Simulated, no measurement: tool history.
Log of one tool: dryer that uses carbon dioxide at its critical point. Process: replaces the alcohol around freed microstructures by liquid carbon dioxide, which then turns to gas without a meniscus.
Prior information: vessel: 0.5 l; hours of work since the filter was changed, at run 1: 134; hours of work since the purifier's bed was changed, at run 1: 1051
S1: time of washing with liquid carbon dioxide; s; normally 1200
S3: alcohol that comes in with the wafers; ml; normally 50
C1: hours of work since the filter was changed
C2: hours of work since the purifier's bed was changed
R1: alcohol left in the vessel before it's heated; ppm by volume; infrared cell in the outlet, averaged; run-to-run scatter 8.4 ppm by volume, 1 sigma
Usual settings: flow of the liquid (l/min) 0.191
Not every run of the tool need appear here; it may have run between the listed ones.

{"run": 1, "hour": 0.0, "S1": 1200, "flow of the liquid (l/min)": 0.191, "S3": 50, "C1": 134, "C2": 1051, "R1": 630}
{"run": 2, "hour": 46.0, "S1": 1200, "flow of the liquid (l/min)": 0.191, "S3": 50, "C1": 160, "C2": 1077, "R1": 679}
{"run": 3, "hour": 97.7, "S1": 1200, "flow of the liquid (l/min)": 0.191, "S3": 50, "C1": 190, "C2": 1107, "R1": 709}
{"run": 4, "hour": 148.8, "S1": 1200, "flow of the liquid (l/min)": 0.191, "S3": 50, "C1": 218, "C2": 1136, "R1": 763}
{"run": 5, "hour": 175.7, "S1": 1200, "flow of the liquid (l/min)": 0.191, "S3": 50, "C1": 234, "C2": 1151, "R1": 777}
{"hour": 227.1, "done": "purifier's bed changed"}
{"run": 6, "hour": 227.1, "S1": 1200, "flow of the liquid (l/min)": 0.191, "S3": 50, "C1": 261, "C2": 0, "R1": 757}
{"run": 7, "hour": 256.2, "S1": 1200, "flow of the liquid (l/min)": 0.191, "S3": 50, "C1": 277, "C2": 16, "R1": 765}
{"run": 8, "hour": 315.6, "S1": 1200, "flow of the liquid (l/min)": 0.191, "S3": 50, "C1": 311, "C2": 50, "R1": 842}
{"hour": 353.5, "done": "inlet filter changed"}
{"run": 9, "hour": 361.4, "S1": 1200, "flow of the liquid (l/min)": 0.191, "S3": 50, "C1": 4, "C2": 75, "R1": 453}
{"run": 10, "hour": 412.6, "S1": 1200, "flow of the liquid (l/min)": 0.191, "S3": 50, "C1": 33, "C2": 104, "R1": 495}
{"run": 11, "hour": 438.8, "S1": 1320, "flow of the liquid (l/min)": 0.191, "S3": 50, "C1": 48, "C2": 119, "R1": 302}
{"run": 12, "hour": 483.6, "S1": 1320, "flow of the liquid (l/min)": 0.191, "S3": 50, "C1": 73, "C2": 144, "R1": 327}
{"run": 13, "hour": 522.6, "S1": 1200, "flow of the liquid (l/min)": 0.191, "S3": 50, "C1": 96, "C2": 166, "R1": 572}
{"run": 14, "hour": 555.2, "S1": 1200, "flow of the liquid (l/min)": 0.121, "S3": 50, "C1": 114, "C2": 185, "R1": 3764}
{"run": 15, "hour": 587.6, "S1": 1080, "flow of the liquid (l/min)": 0.191, "S3": 50, "C1": 132, "C2": 203, "R1": 1013}
{"run": 16, "hour": 630.1, "S1": 1080, "flow of the liquid (l/min)": 0.191, "S3": 50, "C1": 156, "C2": 227, "R1": 1055}
{"run": 17, "hour": 656.1, "S1": 1440, "flow of the liquid (l/min)": 0.191, "S3": 50, "C1": 171, "C2": 242, "R1": 254}
{"run": 18, "hour": 695.6, "S1": 1440, "flow of the liquid (l/min)": 0.191, "S3": 50, "C1": 193, "C2": 264, "R1": 269}
{"run": 19, "hour": 738.6, "S1": 1200, "flow of the liquid (l/min)": 0.191, "S3": 50, "C1": 218, "C2": 288, "R1": 714}
{"run": 20, "hour": 766.7, "S1": 1200, "flow of the liquid (l/min)": 0.191, "S3": 50, "C1": 233, "C2": 304, "R1": 758}
{"run": 21, "hour": 821.8, "S1": 1200, "flow of the liquid (l/min)": 0.191, "S3": 50, "C1": 264, "C2": 335, "R1": 796}
{"run": 22, "hour": 856.5, "S1": 1200, "flow of the liquid (l/min)": 0.191, "S3": 50, "C1": 284, "C2": 355, "R1": 821}
{"run": 23, "hour": 885.9, "S1": 1680, "flow of the liquid (l/min)": 0.177, "S3": 80, "C1": 301, "C2": 372, "R1": 330}
{"run": 24, "hour": 926.9, "S1": 1200, "flow of the liquid (l/min)": 0.257, "S3": 29, "C1": 324, "C2": 395, "R1": 125}
{"hour": 941.7, "done": "inlet filter changed"}
{"run": 25, "hour": 984.6, "S1": 840, "flow of the liquid (l/min)": 0.3, "S3": 93, "C1": 24, "C2": 427, "R1": 570}
{"run": 26, "hour": 1037.9, "S1": 840, "flow of the liquid (l/min)": 0.149, "S3": 93, "C1": 54, "C2": 457, "R1": 10153}
{"run": 27, "hour": 1082.8, "S1": 1800, "flow of the liquid (l/min)": 0.255, "S3": 93, "C1": 80, "C2": 482, "R1": 41}
{"run": 28, "hour": 1115.2, "S1": 1140, "flow of the liquid (l/min)": 0.177, "S3": 69, "C1": 98, "C2": 501, "R1": 1407}
{"run": 29, "hour": 1176.5, "S1": 1140, "flow of the liquid (l/min)": 0.177, "S3": 69, "C1": 133, "C2": 535, "R1": 1537}
{"run": 30, "hour": 1222.0, "S1": 780, "flow of the liquid (l/min)": 0.186, "S3": 40, "C1": 158, "C2": 561, "R1": 3195}
{"run": 31, "hour": 1253.5, "S1": 1200, "flow of the liquid (l/min)": 0.19, "S3": 40, "C1": 176, "C2": 579, "R1": 569}
{"run": 32, "hour": 1284.2, "S1": 840, "flow of the liquid (l/min)": 0.27, "S3": 40, "C1": 193, "C2": 596, "R1": 628}
{"run": 33, "hour": 1343.8, "S1": 780, "flow of the liquid (l/min)": 0.2, "S3": 87, "C1": 227, "C2": 630, "R1": 6116}
{"run": 34, "hour": 1370.5, "S1": 1560, "flow of the liquid (l/min)": 0.182, "S3": 68, "C1": 242, "C2": 645, "R1": 348}
{"run": 35, "hour": 1399.8, "S1": 1200, "flow of the liquid (l/min)": 0.191, "S3": 25, "C1": 259, "C2": 661, "R1": 416}
{"run": 36, "hour": 1457.1, "S1": 1200, "flow of the liquid (l/min)": 0.191, "S3": 25, "C1": 291, "C2": 694, "R1": 448}
{"run": 37, "hour": 1484.8, "S1": 1860, "flow of the liquid (l/min)": 0.234, "S3": 27, "C1": 307, "C2": 709, "R1": 42}
{"run": 38, "hour": 1523.7, "S1": 1020, "flow of the liquid (l/min)": 0.309, "S3": 50, "C1": 329, "C2": 731, "R1": 205}
{"hour": 1532.6, "done": "inlet filter changed"}
{"run": 39, "hour": 1563.1, "S1": 780, "flow of the liquid (l/min)": 0.306, "S3": 48, "C1": 17, "C2": 753, "R1": 417}
{"run": 40, "hour": 1615.6, "S1": 960, "flow of the liquid (l/min)": 0.125, "S3": 86, "C1": 47, "C2": 783, "R1": 10530}
{"run": 41, "hour": 1654.8, "S1": 960, "flow of the liquid (l/min)": 0.125, "S3": 48, "C1": 69, "C2": 805, "R1": 5867}
{"run": 42, "hour": 1706.7, "S1": 960, "flow of the liquid (l/min)": 0.125, "S3": 48, "C1": 98, "C2": 834, "R1": 6192}
{"run": 43, "hour": 1762.4, "S1": 960, "flow of the liquid (l/min)": 0.115, "S3": 48, "C1": 130, "C2": 865, "R1": 7710}

Measured less the same run without the tool's hidden state. The same run-to-run variation is in both; the gauge's scatter may not be:
Hidden conditions of the tool in this case: flow that reaches the vessel past the clogged filter, %; alcohol in the recycled carbon dioxide, ppm; drift of the gauge itself on alcohol_ppm, %.
run=1 R1=+180
run=2 R1=+218
run=3 R1=+256
run=4 R1=+299
run=5 R1=+323
run=6 R1=+307
run=7 R1=+328
run=8 R1=+387
run=9 R1=+15
run=10 R1=+44
run=11 R1=+39
run=12 R1=+58
run=13 R1=+115
run=14 R1=+555
run=15 R1=+231
run=16 R1=+280
run=17 R1=+94
run=18 R1=+107
run=19 R1=+266
run=20 R1=+296
run=21 R1=+343
run=22 R1=+374
run=23 R1=+191
run=24 R1=+78
run=25 R1=+55
run=26 R1=+701
run=27 R1=+23
run=28 R1=+259
run=29 R1=+359
run=30 R1=+643
run=31 R1=+193
run=32 R1=+225
run=33 R1=+1744
run=34 R1=+176
run=35 R1=+189
run=36 R1=+217
run=37 R1=+35
run=38 R1=+135
run=39 R1=+49
run=40 R1=+607
run=41 R1=+488
run=42 R1=+691
run=43 R1=+993
